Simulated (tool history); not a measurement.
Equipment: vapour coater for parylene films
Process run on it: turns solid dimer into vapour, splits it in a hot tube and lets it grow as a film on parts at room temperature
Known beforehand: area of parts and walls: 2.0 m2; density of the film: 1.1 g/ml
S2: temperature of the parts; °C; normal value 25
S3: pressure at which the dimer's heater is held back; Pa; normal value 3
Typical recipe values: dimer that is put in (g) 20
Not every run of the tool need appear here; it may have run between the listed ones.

{"run": 1, "hour": 0.0, "dimer that is put in (g)": 20, "S2": 25, "S3": 3, "thickness of the film (µm)": 4.93}
{"run": 2, "hour": 41.7, "dimer that is put in (g)": 20, "S2": 25, "S3": 3, "thickness of the film (µm)": 4.85}
{"run": 3, "hour": 82.9, "dimer that is put in (g)": 20, "S2": 25, "S3": 3, "thickness of the film (µm)": 4.84}
{"run": 4, "hour": 109.5, "dimer that is put in (g)": 20, "S2": 25, "S3": 3, "thickness of the film (µm)": 4.85}
{"run": 5, "hour": 153.9, "dimer that is put in (g)": 17, "S2": 25, "S3": 3, "thickness of the film (µm)": 4.11}
{"run": 6, "hour": 197.1, "dimer that is put in (g)": 17, "S2": 25, "S3": 3, "thickness of the film (µm)": 4.15}
{"run": 7, "hour": 236.8, "dimer that is put in (g)": 17, "S2": 25, "S3": 3, "thickness of the film (µm)": 4.06}
{"run": 8, "hour": 278.6, "dimer that is put in (g)": 17, "S2": 25, "S3": 3, "thickness of the film (µm)": 4.01}
{"run": 9, "hour": 305.3, "dimer that is put in (g)": 17, "S2": 25, "S3": 3, "thickness of the film (µm)": 4.1}
{"run": 10, "hour": 339.5, "dimer that is put in (g)": 17, "S2": 25, "S3": 3, "thickness of the film (µm)": 4.05}
{"run": 11, "hour": 366.2, "dimer that is put in (g)": 17, "S2": 25, "S3": 3, "thickness of the film (µm)": 4.07}
{"run": 12, "hour": 403.6, "dimer that is put in (g)": 20, "S2": 25, "S3": 2.45, "thickness of the film (µm)": 4.95}
{"run": 13, "hour": 443.3, "dimer that is put in (g)": 33, "S2": 25, "S3": 3, "thickness of the film (µm)": 7.72}
{"run": 14, "hour": 467.3, "dimer that is put in (g)": 20, "S2": 17, "S3": 3, "thickness of the film (µm)": 7}
{"run": 15, "hour": 494.7, "dimer that is put in (g)": 20, "S2": 17, "S3": 2.43, "thickness of the film (µm)": 7.29}
{"run": 16, "hour": 514.9, "dimer that is put in (g)": 20, "S2": 25, "S3": 3, "thickness of the film (µm)": 4.69}
{"run": 17, "hour": 537.9, "dimer that is put in (g)": 20, "S2": 25, "S3": 3, "thickness of the film (µm)": 4.7}
{"run": 18, "hour": 579.7, "dimer that is put in (g)": 20, "S2": 25, "S3": 2.77, "thickness of the film (µm)": 4.73}
{"run": 19, "hour": 602.9, "dimer that is put in (g)": 20, "S2": 25, "S3": 3, "thickness of the film (µm)": 4.6}
{"run": 20, "hour": 636.0, "dimer that is put in (g)": 20, "S2": 30, "S3": 3, "thickness of the film (µm)": 3.71}
{"run": 21, "hour": 680.5, "dimer that is put in (g)": 20, "S2": 25, "S3": 3.16, "thickness of the film (µm)": 4.53}
{"run": 22, "hour": 722.1, "dimer that is put in (g)": 20, "S2": 25, "S3": 3.16, "thickness of the film (µm)": 4.62}
{"run": 23, "hour": 746.0, "dimer that is put in (g)": 20, "S2": 25, "S3": 3.16, "thickness of the film (µm)": 4.56}
{"run": 24, "hour": 781.4, "dimer that is put in (g)": 20, "S2": 17, "S3": 3, "thickness of the film (µm)": 6.84}
{"hour": 799.4, "done": "trap's valve overhauled"}
{"run": 25, "hour": 812.8, "dimer that is put in (g)": 10, "S2": 23, "S3": 7.08, "thickness of the film (µm)": 2.19}
{"run": 26, "hour": 839.2, "dimer that is put in (g)": 31, "S2": 21, "S3": 2.72, "thickness of the film (µm)": 9.16}
{"run": 27, "hour": 884.0, "dimer that is put in (g)": 31, "S2": 21, "S3": 2.72, "thickness of the film (µm)": 9.2}
{"run": 28, "hour": 926.4, "dimer that is put in (g)": 21, "S2": 36, "S3": 4.74, "thickness of the film (µm)": 2.65}
{"run": 29, "hour": 959.3, "dimer that is put in (g)": 16, "S2": 33, "S3": 5.49, "thickness of the film (µm)": 2.28}
{"run": 30, "hour": 1002.7, "dimer that is put in (g)": 20, "S2": 25, "S3": 4.05, "thickness of the film (µm)": 4.53}
{"run": 31, "hour": 1035.3, "dimer that is put in (g)": 20, "S2": 33, "S3": 4.94, "thickness of the film (µm)": 2.92}
{"run": 32, "hour": 1082.9, "dimer that is put in (g)": 33, "S2": 30, "S3": 3.49, "thickness of the film (µm)": 5.87}
{"run": 33, "hour": 1126.3, "dimer that is put in (g)": 35, "S2": 25, "S3": 3, "thickness of the film (µm)": 8.11}
{"run": 34, "hour": 1164.7, "dimer that is put in (g)": 25, "S2": 19, "S3": 8.78, "thickness of the film (µm)": 6.24}
{"run": 35, "hour": 1200.7, "dimer that is put in (g)": 11, "S2": 23, "S3": 2.3, "thickness of the film (µm)": 3.02}
{"run": 36, "hour": 1241.8, "dimer that is put in (g)": 11, "S2": 23, "S3": 2.3, "thickness of the film (µm)": 2.92}
{"run": 37, "hour": 1273.6, "dimer that is put in (g)": 11, "S2": 23, "S3": 2.3, "thickness of the film (µm)": 2.92}
{"run": 38, "hour": 1295.4, "dimer that is put in (g)": 11, "S2": 23, "S3": 2.3, "thickness of the film (µm)": 2.93}
{"run": 39, "hour": 1339.1, "dimer that is put in (g)": 29, "S2": 23, "S3": 5.49, "thickness of the film (µm)": 6.52}
{"run": 40, "hour": 1372.1, "dimer that is put in (g)": 9, "S2": 25, "S3": 3, "thickness of the film (µm)": 2.09}
{"run": 41, "hour": 1416.7, "dimer that is put in (g)": 9, "S2": 25, "S3": 3, "thickness of the film (µm)": 2}
{"run": 42, "hour": 1447.2, "dimer that is put in (g)": 13, "S2": 31, "S3": 3, "thickness of the film (µm)": 2.23}
{"run": 43, "hour": 1478.9, "dimer that is put in (g)": 13, "S2": 31, "S3": 3, "thickness of the film (µm)": 2.23}
{"run": 44, "hour": 1500.7, "dimer that is put in (g)": 31, "S2": 31, "S3": 3, "thickness of the film (µm)": 5.32}
{"run": 45, "hour": 1526.5, "dimer that is put in (g)": 20, "S2": 25, "S3": 2.07, "thickness of the film (µm)": 4.98}
{"run": 46, "hour": 1549.4, "dimer that is put in (g)": 11, "S2": 25, "S3": 3.39, "thickness of the film (µm)": 2.41}
{"hour": 1599.4, "done": "trap's valve overhauled"}
{"run": 47, "hour": 1599.4, "dimer that is put in (g)": 10, "S2": 18, "S3": 3.39, "thickness of the film (µm)": 3.31}

Each run again, without the hidden state but with its own random variation kept:
The tool's hidden condition here consists of: vapour lost through the trap's worn valve, %; true temperature of the parts over the reading, C; drift of the gauge itself on film_um, %.
run=1 thickness_of_the_film_(µm)=5.02
run=2 thickness_of_the_film_(µm)=4.95
run=3 thickness_of_the_film_(µm)=4.97
run=4 thickness_of_the_film_(µm)=4.98
run=5 thickness_of_the_film_(µm)=4.24
run=6 thickness_of_the_film_(µm)=4.29
run=7 thickness_of_the_film_(µm)=4.21
run=8 thickness_of_the_film_(µm)=4.17
run=9 thickness_of_the_film_(µm)=4.27
run=10 thickness_of_the_film_(µm)=4.23
run=11 thickness_of_the_film_(µm)=4.26
run=12 thickness_of_the_film_(µm)=5.19
run=13 thickness_of_the_film_(µm)=8.13
run=14 thickness_of_the_film_(µm)=7.38
run=15 thickness_of_the_film_(µm)=7.7
run=16 thickness_of_the_film_(µm)=4.97
run=17 thickness_of_the_film_(µm)=4.99
run=18 thickness_of_the_film_(µm)=5.04
run=19 thickness_of_the_film_(µm)=4.9
run=20 thickness_of_the_film_(µm)=3.97
run=21 thickness_of_the_film_(µm)=4.86
run=22 thickness_of_the_film_(µm)=4.97
run=23 thickness_of_the_film_(µm)=4.91
run=24 thickness_of_the_film_(µm)=7.4
run=25 thickness_of_the_film_(µm)=2.26
run=26 thickness_of_the_film_(µm)=9.49
run=27 thickness_of_the_film_(µm)=9.56
run=28 thickness_of_the_film_(µm)=2.77
run=29 thickness_of_the_film_(µm)=2.39
run=30 thickness_of_the_film_(µm)=4.75
run=31 thickness_of_the_film_(µm)=3.07
run=32 thickness_of_the_film_(µm)=6.2
run=33 thickness_of_the_film_(µm)=8.6
run=34 thickness_of_the_film_(µm)=6.63
run=35 thickness_of_the_film_(µm)=3.21
run=36 thickness_of_the_film_(µm)=3.12
run=37 thickness_of_the_film_(µm)=3.13
run=38 thickness_of_the_film_(µm)=3.14
run=39 thickness_of_the_film_(µm)=7.01
run=40 thickness_of_the_film_(µm)=2.26
run=41 thickness_of_the_film_(µm)=2.17
run=42 thickness_of_the_film_(µm)=2.42
run=43 thickness_of_the_film_(µm)=2.43
run=44 thickness_of_the_film_(µm)=5.8
run=45 thickness_of_the_film_(µm)=5.44
run=46 thickness_of_the_film_(µm)=2.64
run=47 thickness_of_the_film_(µm)=3.43

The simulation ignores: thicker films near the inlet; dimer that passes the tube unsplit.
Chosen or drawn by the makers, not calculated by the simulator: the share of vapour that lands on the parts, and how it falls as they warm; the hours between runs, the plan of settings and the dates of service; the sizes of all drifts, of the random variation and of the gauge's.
